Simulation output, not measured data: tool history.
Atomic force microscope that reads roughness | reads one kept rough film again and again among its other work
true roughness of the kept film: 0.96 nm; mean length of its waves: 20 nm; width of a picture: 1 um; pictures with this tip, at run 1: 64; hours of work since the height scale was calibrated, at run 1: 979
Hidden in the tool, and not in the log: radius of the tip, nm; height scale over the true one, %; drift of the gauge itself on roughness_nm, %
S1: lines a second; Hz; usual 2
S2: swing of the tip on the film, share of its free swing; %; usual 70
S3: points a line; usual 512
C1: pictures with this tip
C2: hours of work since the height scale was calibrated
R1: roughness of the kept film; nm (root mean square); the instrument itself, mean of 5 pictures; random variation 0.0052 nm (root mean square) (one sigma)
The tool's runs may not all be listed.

run    hour    S1  S2   S3   C1    C2     R1
  1       0     2  70  512   64   979  0.749
  2    37.7     2  70  512  118  1004  0.695
  3    62.1  1.95  70  512  152  1020  0.679
      106.3  -- new tip fitted
  4     110  1.95  70  512    5  1051  0.829
  5   143.9  1.95  70  512   53  1073  0.766
  6     194  1.95  88  512  123  1106  0.674
  7   234.1  1.95  88  512  180  1133  0.629
      260.7  -- new tip fitted
  8   265.1  1.95  88  512    6  1153  0.768
  9   304.6     2  70  512   62  1179  0.762
 10   349.7     2  70  512  125  1209   0.72
 11   378.8     2  70  512  167  1228  0.674
        413  -- new tip fitted
 12   434.4     2  59  512   30  1264  0.811
 13   460.7     2  59  512   67  1281  0.763
 14   503.6     2  59  512  128  1309  0.727
 15   536.4     2  70  512  174  1331  0.662
        568  -- new tip fitted
 16   581.9     2  70  512   20  1361  0.798
 17   610.4     2  70  512   60  1379  0.761
 18   656.8  0.78  77  512  125  1410  0.716
 19   693.3  0.78  69  512  177  1434  0.684
      697.6  -- height scale calibrated on a step standard
      722.5  -- new tip fitted
 20   733.1     2  61  381   15    23    0.8
 21   778.1  1.95  83  307   78    53  0.688
 22   808.4     2  63  869  121    73  0.714
 23   859.1  1.26  70  512  193   106   0.65
      875.5  -- new tip fitted
      879.9  -- height scale calibrated on a step standard, once more
 24   905.1  1.26  70  512   40    17  0.815
 25   958.7  0.73  70  603  116    52  0.743
 26     993  0.73  70  603  165    74  0.711
     1030.2  -- new tip fitted
 27  1044.2  0.97  87  603   20   108  0.806
 28  1073.3     2  70  614   61   127  0.767
 29  1125.9     2  70  614  135   162  0.714

Forecast each of these 3 alternatives for the next run:
  A  1171.8  0.79  69  412  200  192   ?
  B  1171.8  2.56  69  829  200  192   ?
  C  1171.8  2.79  62  283  200  192   ?

run     R1
  A  0.665
  B  0.654
  C  0.651
Without the tool's hidden state the same runs would have given:
run     R1
  A  0.852
  B  0.836
  C  0.831
